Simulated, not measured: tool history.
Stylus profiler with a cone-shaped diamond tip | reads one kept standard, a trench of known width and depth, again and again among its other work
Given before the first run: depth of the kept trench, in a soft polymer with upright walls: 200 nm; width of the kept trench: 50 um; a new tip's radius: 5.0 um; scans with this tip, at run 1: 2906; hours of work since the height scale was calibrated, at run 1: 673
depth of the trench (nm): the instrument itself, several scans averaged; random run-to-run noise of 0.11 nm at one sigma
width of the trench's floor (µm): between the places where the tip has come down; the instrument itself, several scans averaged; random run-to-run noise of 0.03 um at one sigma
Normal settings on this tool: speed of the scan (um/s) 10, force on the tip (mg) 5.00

run     day  speed of the scan (um/s)  force on the tip (mg)  scans with this tip  hours of work since the height scale was calibrated  depth of the trench (nm)  width of the trench's floor (µm)
  1   0.000                        10                   5.00                 2906                                                  673                    204.92                             46.99
  2   0.767                        10                   5.00                 2955                                                  684                    204.98                             46.98
  3   2.362                        10                   5.00                 3058                                                  708                    204.87                             46.98
  4   3.746                        10                   5.00                 3147                                                  729                    205.04                             46.94
  5   5.004                        10                   5.00                 3229                                                  748                    204.89                             46.93
  6   5.925                        10                   5.00                 3288                                                  761                    204.97                             46.97
  7   7.188                         5                   5.00                 3370                                                  780                    204.83                             46.96
  8   8.492                         2                   5.00                 3454                                                  800                    204.98                             47.02
  9   9.717                         2                   5.00                 3533                                                  818                    204.88                             46.99
 10  10.571                         4                   5.00                 3588                                                  831                    204.80                             47.00
     10.712  -- height scale calibrated on a step standard
 11  12.167                        35                   5.00                 3690                                                   22                    204.23                             46.87
 12  13.462                        35                   5.00                 3773                                                   41                    204.33                             46.90
 13  14.475                        10                   5.00                 3838                                                   56                    204.15                             46.94
 14  15.346                        10                   5.00                 3895                                                   69                    204.46                             46.92
 15  16.521                        10                   9.82                 3971                                                   87                    207.21                             46.97
 16  18.246                        10                   9.82                 4082                                                  113                    207.59                             46.92
     19.342  -- height scale calibrated on a step standard, once more
 17  19.354                        10                   9.82                 4152                                                    0                    208.68                             46.96
 18  21.125                        10                   9.82                 4266                                                   27                    208.67                             46.98
 19  22.812                        38                   6.72                 4375                                                   52                    206.80                             46.88
 20  23.879                        32                   3.29                 4444                                                   68                    204.07                             46.80
 21  24.908                        32                   3.29                 4510                                                   83                    204.09                             46.85
 22  25.846                        11                   2.05                 4571                                                   97                    202.87                             46.90
 23  27.221                        11                   2.58                 4660                                                  118                    203.31                             46.90
 24  28.796                         7                   3.68                 4761                                                  141                    204.46                             46.90
 25  30.154                         2                   2.61                 4849                                                  162                    203.40                             46.93
 26  31.683                         2                  12.92                 4948                                                  184                    210.40                             46.96
 27  33.425                         2                  12.92                 5060                                                  211                    210.30                             46.89
 28  34.929                        12                   9.81                 5157                                                  233                    208.43                             46.88
 29  36.025                         2                   2.96                 5228                                                  249                    203.74                             46.92
 30  36.800                         4                   2.10                 5278                                                  261                    202.84                             46.91
 31  37.700                         4                   2.10                 5336                                                  274                    203.04                             46.92
 32  38.483                         4                   2.50                 5387                                                  286                    203.01                             46.85

Below are 5 alternative next runs, each starting from the tool's condition after run 32. Predict each:
  A  40.192                        31                   2.50                 5497                                                  312                         ?                                 ?
  B  40.192                        30                  11.40                 5497                                                  312                         ?                                 ?
  C  40.192                         3                  13.58                 5497                                                  312                         ?                                 ?
  D  40.192                         3                   2.50                 5497                                                  312                         ?                                 ?
  E  40.192                         5                   9.26                 5497                                                  312                         ?                                 ?

run  depth of the trench (nm)  width of the trench's floor (µm)
  A                    203.23                             46.86
  B                    209.42                             46.89
  C                    210.63                             46.84
  D                    203.34                             46.90
  E                    208.25                             46.90
With the hidden condition removed and each run's random variation left untouched, the same runs would have given:
run  depth of the trench (nm)  width of the trench's floor (µm)
  A                    203.47                             47.17
  B                    209.67                             47.19
  C                    210.88                             47.14
  D                    203.58                             47.20
  E                    208.50                             47.20
